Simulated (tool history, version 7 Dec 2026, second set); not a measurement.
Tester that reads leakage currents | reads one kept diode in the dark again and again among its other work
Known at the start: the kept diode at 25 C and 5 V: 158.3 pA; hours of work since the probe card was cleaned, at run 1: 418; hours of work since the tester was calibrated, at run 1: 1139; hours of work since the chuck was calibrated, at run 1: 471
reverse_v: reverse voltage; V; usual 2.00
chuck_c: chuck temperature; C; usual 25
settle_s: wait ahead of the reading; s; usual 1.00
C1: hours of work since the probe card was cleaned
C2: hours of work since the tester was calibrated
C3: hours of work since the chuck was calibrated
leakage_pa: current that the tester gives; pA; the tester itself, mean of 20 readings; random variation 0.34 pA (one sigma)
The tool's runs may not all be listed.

run 1 hour=0.0 | reverse_v=2.00 chuck_c=25 settle_s=1.00 | C1=418 C2=1139 C3=471 | leakage_pa=120.39
run 2 hour=46.2 | reverse_v=2.00 chuck_c=25 settle_s=1.00 | C1=441 C2=1162 C3=495 | leakage_pa=120.37
run 3 hour=112.2 | reverse_v=5.31 chuck_c=25 settle_s=1.00 | C1=475 C2=1196 C3=528 | leakage_pa=175.57
run 4 hour=148.2 | reverse_v=5.31 chuck_c=25 settle_s=1.00 | C1=493 C2=1214 C3=547 | leakage_pa=175.94
run 5 hour=196.5 | reverse_v=5.31 chuck_c=25 settle_s=1.00 | C1=518 C2=1239 C3=571 | leakage_pa=177.01
run 6 hour=250.2 | reverse_v=5.31 chuck_c=24 settle_s=1.00 | C1=545 C2=1266 C3=599 | leakage_pa=163.98
run 7 hour=290.8 | reverse_v=2.00 chuck_c=48 settle_s=1.00 | C1=566 C2=1287 C3=620 | leakage_pa=682.90
run 8 hour=319.5 | reverse_v=2.00 chuck_c=48 settle_s=1.00 | C1=581 C2=1302 C3=634 | leakage_pa=683.10
run 9 hour=384.6 | reverse_v=2.00 chuck_c=48 settle_s=1.00 | C1=614 C2=1335 C3=667 | leakage_pa=689.10
run 10 hour=454.2 | reverse_v=2.00 chuck_c=25 settle_s=1.00 | C1=649 C2=1370 C3=703 | leakage_pa=124.87
run 11 hour=516.5 | reverse_v=2.00 chuck_c=25 settle_s=1.00 | C1=681 C2=1402 C3=735 | leakage_pa=125.26
-- hour=522.3 tester calibrated
-- hour=536.8 chuck's temperature calibrated
run 12 hour=579.1 | reverse_v=2.00 chuck_c=25 settle_s=1.00 | C1=711 C2=28 C3=22 | leakage_pa=111.39
-- hour=639.0 tester calibrated, once more
run 13 hour=645.3 | reverse_v=2.00 chuck_c=25 settle_s=1.00 | C1=744 C2=3 C3=54 | leakage_pa=114.43
run 14 hour=712.1 | reverse_v=2.00 chuck_c=25 settle_s=1.00 | C1=778 C2=37 C3=88 | leakage_pa=115.02
run 15 hour=767.4 | reverse_v=15.98 chuck_c=25 settle_s=1.00 | C1=806 C2=66 C3=117 | leakage_pa=258.93
run 16 hour=816.4 | reverse_v=15.98 chuck_c=25 settle_s=1.00 | C1=831 C2=91 C3=142 | leakage_pa=260.81
run 17 hour=860.9 | reverse_v=15.98 chuck_c=25 settle_s=1.00 | C1=854 C2=113 C3=164 | leakage_pa=264.38
run 18 hour=897.4 | reverse_v=2.00 chuck_c=25 settle_s=1.00 | C1=872 C2=132 C3=183 | leakage_pa=117.60
run 19 hour=941.8 | reverse_v=2.00 chuck_c=25 settle_s=1.00 | C1=895 C2=155 C3=206 | leakage_pa=117.05
run 20 hour=976.3 | reverse_v=2.00 chuck_c=25 settle_s=1.00 | C1=913 C2=172 C3=223 | leakage_pa=118.29
run 21 hour=1010.9 | reverse_v=7.48 chuck_c=59 settle_s=1.32 | C1=930 C2=190 C3=241 | leakage_pa=2293.70
run 22 hour=1066.1 | reverse_v=7.48 chuck_c=59 settle_s=1.32 | C1=958 C2=218 C3=269 | leakage_pa=2288.59
run 23 hour=1098.1 | reverse_v=7.48 chuck_c=59 settle_s=1.32 | C1=975 C2=234 C3=285 | leakage_pa=2286.52
run 24 hour=1126.5 | reverse_v=2.00 chuck_c=25 settle_s=7.19 | C1=989 C2=249 C3=300 | leakage_pa=119.71
run 25 hour=1168.8 | reverse_v=1.17 chuck_c=25 settle_s=7.25 | C1=1011 C2=270 C3=321 | leakage_pa=97.99
run 26 hour=1205.2 | reverse_v=2.00 chuck_c=25 settle_s=0.42 | C1=1029 C2=289 C3=340 | leakage_pa=120.47
run 27 hour=1259.6 | reverse_v=2.00 chuck_c=25 settle_s=0.42 | C1=1057 C2=317 C3=368 | leakage_pa=121.11
run 28 hour=1318.4 | reverse_v=2.00 chuck_c=57 settle_s=1.00 | C1=1087 C2=347 C3=398 | leakage_pa=1234.05
run 29 hour=1359.2 | reverse_v=10.72 chuck_c=21 settle_s=4.39 | C1=1108 C2=368 C3=419 | leakage_pa=170.84
run 30 hour=1423.2 | reverse_v=10.72 chuck_c=21 settle_s=4.39 | C1=1141 C2=400 C3=451 | leakage_pa=171.49
run 31 hour=1459.2 | reverse_v=3.64 chuck_c=21 settle_s=1.00 | C1=1159 C2=419 C3=470 | leakage_pa=112.99
run 32 hour=1520.6 | reverse_v=2.55 chuck_c=41 settle_s=0.32 | C1=1190 C2=450 C3=501 | leakage_pa=456.49
run 33 hour=1575.5 | reverse_v=9.71 chuck_c=36 settle_s=0.50 | C1=1218 C2=478 C3=529 | leakage_pa=533.63
run 34 hour=1639.7 | reverse_v=2.00 chuck_c=23 settle_s=1.00 | C1=1251 C2=511 C3=562 | leakage_pa=106.75
run 35 hour=1684.6 | reverse_v=9.94 chuck_c=47 settle_s=0.97 | C1=1274 C2=534 C3=585 | leakage_pa=1189.73
run 36 hour=1737.9 | reverse_v=9.94 chuck_c=47 settle_s=0.97 | C1=1301 C2=561 C3=612 | leakage_pa=1191.84
run 37 hour=1801.5 | reverse_v=9.94 chuck_c=47 settle_s=0.97 | C1=1334 C2=593 C3=644 | leakage_pa=1199.53
run 38 hour=1830.3 | reverse_v=9.94 chuck_c=47 settle_s=1.26 | C1=1348 C2=608 C3=659 | leakage_pa=1204.10
run 39 hour=1887.7 | reverse_v=1.50 chuck_c=25 settle_s=5.94 | C1=1378 C2=637 C3=688 | leakage_pa=114.97
run 40 hour=1946.8 | reverse_v=11.67 chuck_c=33 settle_s=1.49 | C1=1408 C2=667 C3=718 | leakage_pa=471.38

Forecast each of these 3 alternatives for the next run:
-- hour=1995.5 chuck's temperature calibrated
run A hour=2006.2 | reverse_v=11.67 chuck_c=33 settle_s=0.83 | C1=1437 C2=697 C3=5 | leakage_pa=?
-- hour=1995.5 chuck's temperature calibrated
run B hour=2006.2 | reverse_v=3.24 chuck_c=33 settle_s=1.49 | C1=1437 C2=697 C3=5 | leakage_pa=?
-- hour=1995.5 chuck's temperature calibrated
run C hour=2006.2 | reverse_v=11.67 chuck_c=33 settle_s=2.71 | C1=1437 C2=697 C3=5 | leakage_pa=?

run=A leakage_pa=422.07
run=B leakage_pa=257.13
run=C leakage_pa=419.88
Without the tool's hidden state the same runs would have given:
run=A leakage_pa=413.29
run=B leakage_pa=254.60
run=C leakage_pa=411.12

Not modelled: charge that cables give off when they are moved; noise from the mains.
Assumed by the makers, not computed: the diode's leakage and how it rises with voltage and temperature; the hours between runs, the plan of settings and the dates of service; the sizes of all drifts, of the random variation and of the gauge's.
